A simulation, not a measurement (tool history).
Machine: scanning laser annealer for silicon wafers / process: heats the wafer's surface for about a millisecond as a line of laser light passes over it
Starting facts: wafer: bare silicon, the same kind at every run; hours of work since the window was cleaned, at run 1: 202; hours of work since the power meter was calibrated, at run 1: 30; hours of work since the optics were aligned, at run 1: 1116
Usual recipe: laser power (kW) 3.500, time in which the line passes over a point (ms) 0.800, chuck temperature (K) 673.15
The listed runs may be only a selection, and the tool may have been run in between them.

run	hour	laser power (kW)	time in which the line passes over a point (ms)	chuck temperature (K)	hours of work since the window was cleaned	hours of work since the power meter was calibrated	hours of work since the optics were aligned	highest temperature of the surface (K)
1	0.0	3.500	0.800	673.15	202	30	1116	1372.15
2	6.0	3.500	0.800	708.15	205	32	1118	1410.15
3	14.9	3.500	0.800	673.15	208	36	1122	1376.15
4	20.7	3.206	0.800	673.15	211	39	1125	1300.15
5	25.3	3.313	0.800	673.15	213	41	1126	1330.15
6	31.9	3.313	0.800	673.15	215	43	1129	1328.15
7	38.2	3.313	0.800	673.15	218	46	1132	1327.15
8	44.6	3.313	0.800	673.15	221	49	1135	1327.15
9	52.1	3.500	0.725	673.15	224	52	1138	1341.15
10	57.4	3.500	0.725	673.15	226	54	1140	1344.15
11	65.9	3.500	0.668	673.15	230	58	1143	1316.15
12	71.8	3.500	0.668	673.15	232	60	1146	1317.15
13	80.0	3.500	0.963	673.15	236	63	1149	1441.15
14	86.8	3.500	0.963	673.15	238	66	1152	1443.15
15	94.7	3.500	0.963	673.15	242	70	1156	1443.15
16	100.4	3.500	0.963	671.15	244	72	1158	1444.15
17	109.2	3.500	0.800	673.15	248	76	1162	1377.15
18	116.6	3.500	0.800	684.15	251	79	1165	1384.15
19	125.1	3.500	0.713	673.15	254	82	1168	1336.15
20	132.2	3.500	0.800	710.15	257	85	1171	1411.15
21	139.4	3.500	0.800	710.15	260	88	1174	1410.15
22	145.0	3.500	0.800	710.15	263	91	1177	1412.15
23	153.2	3.500	0.800	710.15	266	94	1180	1411.15
24	161.1	3.590	0.800	702.15	270	97	1183	1427.15
25	168.0	3.590	0.800	702.15	272	100	1186	1428.15
26	176.5	3.590	0.791	702.15	276	104	1190	1424.15
27	184.6	3.039	0.697	677.15	279	107	1193	1225.15
28	188.6	3.585	0.800	673.15	281	109	1195	1400.15
29	193.9	3.585	0.800	673.15	283	111	1197	1398.15
30	203.0	3.500	0.687	679.15	287	115	1201	1332.15
31	209.5	3.646	0.800	694.15	290	118	1204	1434.15
32	215.1	3.114	0.791	675.15	292	120	1206	1276.15
33	219.6	3.114	0.791	675.15	294	122	1208	1277.15
34	227.1	3.596	0.763	642.15	297	125	1211	1351.15
35	236.7	3.625	0.648	643.15	301	129	1215	1305.15
36	244.1	3.625	0.648	643.15	304	132	1218	1302.15
37	250.6	3.625	0.648	643.15	307	135	1221	1303.15
38	257.7	3.749	0.610	713.15	310	138	1224	1385.15
39	265.9	3.848	0.772	695.15	313	141	1227	1471.15
40	272.3	3.193	0.567	658.15	316	144	1230	1185.15

Forecast each of these 5 alternatives for the next run:
A	276.9	3.500	0.568	652.15	318	146	1232	?
B	276.9	3.500	0.580	663.15	318	146	1232	?
C	276.9	3.518	0.938	698.15	318	146	1232	?
D	276.9	2.980	0.567	690.15	318	146	1232	?
E	276.9	3.193	0.916	692.15	318	146	1232	?

run	highest temperature of the surface (K)
A	1248.15
B	1263.15
C	1462.15
D	1169.15
E	1361.15
The same runs, with their run-to-run variation unchanged, on a tool lacking any hidden condition would have given:
run	highest temperature of the surface (K)
A	1248.15
B	1264.15
C	1463.15
D	1169.15
E	1362.15

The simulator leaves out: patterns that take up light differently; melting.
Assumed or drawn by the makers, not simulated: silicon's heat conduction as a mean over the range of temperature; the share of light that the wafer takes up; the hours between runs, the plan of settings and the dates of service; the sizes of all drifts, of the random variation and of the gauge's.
